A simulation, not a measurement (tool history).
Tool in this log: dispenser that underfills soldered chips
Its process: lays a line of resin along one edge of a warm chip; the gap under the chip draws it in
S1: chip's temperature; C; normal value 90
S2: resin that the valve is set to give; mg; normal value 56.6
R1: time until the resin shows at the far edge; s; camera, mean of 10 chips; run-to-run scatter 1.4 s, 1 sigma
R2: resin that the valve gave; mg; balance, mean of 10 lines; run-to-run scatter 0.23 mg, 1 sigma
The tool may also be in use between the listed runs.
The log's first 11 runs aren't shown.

run    day   S1    S2     R1     R2
     2.758  -- new syringe of resin
 12  2.879   90  56.6  150.7  55.76
     3.092  -- new syringe of resin
 13  3.267   90  56.6  155.5  55.73
     3.433  -- new syringe of resin
 14  3.496   90  59.8  147.5  58.88
 15  3.733   90  59.8  169.3  58.38
     3.771  -- new syringe of resin
 16  3.962   90  59.8  154.3     58
     4.112  -- new syringe of resin
 17   4.35   90  56.6  162.3  54.64
     4.442  -- new syringe of resin
 18  4.579   90  56.6  153.3  54.63
     4.775  -- new syringe of resin
 19  4.933   90  56.6  158.2  54.23
     5.108  -- new syringe of resin
 20  5.108   96  52.7  118.7  50.73
     5.438  -- new syringe of resin
     5.479  -- dispensing valve cleaned and set on the balance
 21  5.488   90  48.8  142.5  49.08
 22  5.762   90  48.8  168.6  48.05
     5.804  -- new syringe of resin
 23  6.046   90  48.8  170.4   48.5
     6.138  -- new syringe of resin
 24    6.4  103    61  104.3  60.11
     6.467  -- new syringe of resin
 25  6.621   97  63.8    121  62.85
     6.788  -- new syringe of resin
 26   6.85   95  56.2    122  55.09
     7.121  -- new syringe of resin
 27  7.217   97  64.8    115  63.28
 28  7.429   78  59.9  263.6  58.02
     7.471  -- new syringe of resin
 29  7.688   84  51.7  201.9  50.01
     7.804  -- new syringe of resin
 30  7.967   98  68.1  115.9   66.5
     8.142  -- new syringe of resin
 31   8.25   98  68.1  112.3  65.17
     8.467  -- new syringe of resin
 32  8.596   90  70.1  152.8  67.45
 33   8.75   90  70.1  164.5  67.22
     8.821  -- new syringe of resin
 34  9.004   90  70.1  158.6  66.92

Here are 4 independent what-if runs from the current tool condition. What would each one return?
     9.146  -- new syringe of resin
  A  9.229  76  63.5   ?   ?
     9.146  -- new syringe of resin
  B  9.229  90  58.8   ?   ?
     9.146  -- new syringe of resin
  C  9.229  89  58.7   ?   ?
     9.146  -- new syringe of resin
  D  9.229  78  69.6   ?   ?

run     R1     R2
  A  247.4  60.28
  B  147.6   56.1
  C  152.7  55.69
  D  225.8  66.42
With no hidden state in the tool, these same runs would have given:
run     R1     R2
  A  230.3  63.42
  B  137.6  59.02
  C  142.3  58.59
  D  210.5  69.88

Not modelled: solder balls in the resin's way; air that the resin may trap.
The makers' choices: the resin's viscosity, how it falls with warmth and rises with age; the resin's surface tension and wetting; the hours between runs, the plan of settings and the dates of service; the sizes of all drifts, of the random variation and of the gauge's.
